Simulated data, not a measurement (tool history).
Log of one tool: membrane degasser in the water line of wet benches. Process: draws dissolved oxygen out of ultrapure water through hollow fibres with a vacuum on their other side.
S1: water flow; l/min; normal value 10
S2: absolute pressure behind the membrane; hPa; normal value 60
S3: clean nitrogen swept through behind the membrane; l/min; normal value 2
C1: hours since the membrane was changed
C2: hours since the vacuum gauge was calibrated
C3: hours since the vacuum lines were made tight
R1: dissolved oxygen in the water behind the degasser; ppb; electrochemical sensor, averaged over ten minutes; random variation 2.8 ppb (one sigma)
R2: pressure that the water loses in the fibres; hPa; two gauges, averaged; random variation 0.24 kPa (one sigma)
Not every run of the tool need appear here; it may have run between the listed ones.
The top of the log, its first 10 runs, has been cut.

Run 11, hour 457.5: usual settings but S3 5.63 l/min; C1 1226; C2 2112; C3 7273. Result: R1 254.6 ppb, R2 609.1 hPa.
Run 12, hour 489.4: usual settings but S3 5.63 l/min; C1 1257; C2 2144; C3 7304. Result: R1 255.2 ppb, R2 602.6 hPa.
Run 13, hour 524: usual settings but S3 5.31 l/min; C1 1292; C2 2178; C3 7339. Result: R1 256 ppb, R2 601.8 hPa.
Run 14, hour 567.6: usual settings; C1 1336; C2 2222; C3 7383. Result: R1 273.2 ppb, R2 606.3 hPa.
Run 15, hour 620.8: usual settings; C1 1389; C2 2275; C3 7436. Result: R1 279.9 ppb, R2 602.3 hPa.
Run 16, hour 676: usual settings; C1 1444; C2 2330; C3 7491. Result: R1 277.5 ppb, R2 606 hPa.
Run 17, hour 730.3: usual settings but S2 43.9 hPa, S3 5.48 l/min; C1 1498; C2 2385; C3 7545. Result: R1 253.1 ppb, R2 604.2 hPa.
Run 18, hour 781.3: usual settings but S2 43.9 hPa, S3 5.48 l/min; C1 1549; C2 2436; C3 7596. Result: R1 254.4 ppb, R2 607.9 hPa.
Run 19, hour 833.4: usual settings but S1 8 l/min, S3 1.32 l/min; C1 1601; C2 2488; C3 7648. Result: R1 205.4 ppb, R2 485.1 hPa.
Run 20, hour 880.1: usual settings but S1 12 l/min, S2 60.2 hPa, S3 5.12 l/min; C1 1648; C2 2534; C3 7695. Result: R1 344.4 ppb, R2 723.9 hPa.
Run 21, hour 910.1: usual settings but S1 13 l/min, S2 110.2 hPa, S3 2.28 l/min; C1 1678; C2 2564; C3 7725. Result: R1 466.7 ppb, R2 788 hPa.
Run 22, hour 957.1: usual settings but S1 11 l/min, S2 110.2 hPa, S3 2.28 l/min; C1 1725; C2 2611; C3 7772. Result: R1 366.4 ppb, R2 667.8 hPa.
Run 23, hour 1008.7: usual settings but S1 9 l/min, S3 2.22 l/min; C1 1777; C2 2663; C3 7824. Result: R1 232.9 ppb, R2 543 hPa.
Run 24, hour 1032.9: usual settings but S1 9 l/min, S3 2.22 l/min; C1 1801; C2 2687; C3 7848. Result: R1 232 ppb, R2 539.6 hPa.
Run 25, hour 1085.5: usual settings but S1 15 l/min, S2 83.1 hPa, S3 4.83 l/min; C1 1854; C2 2740; C3 7901. Result: R1 488.9 ppb, R2 904.3 hPa.
Run 26, hour 1128.9: usual settings but S1 15 l/min, S2 83.1 hPa, S3 4.83 l/min; C1 1897; C2 2783; C3 7944. Result: R1 497.2 ppb, R2 909.9 hPa.

Forecast run 27:
At hour 1150.4: seals of the vacuum lines changed.
Run 27, hour 1162.5: usual settings but S1 15 l/min, S2 83.1 hPa, S3 4.83 l/min; C1 1928; C2 2815; C3 12. Result: R1 ?, R2 ?.

{"run 27": {"R1": 485.7, "R2": 903.5}}
On a tool with no hidden condition, and with the same random variation, this run would have come out at R1 485.4 ppb, R2 903.3 hPa.
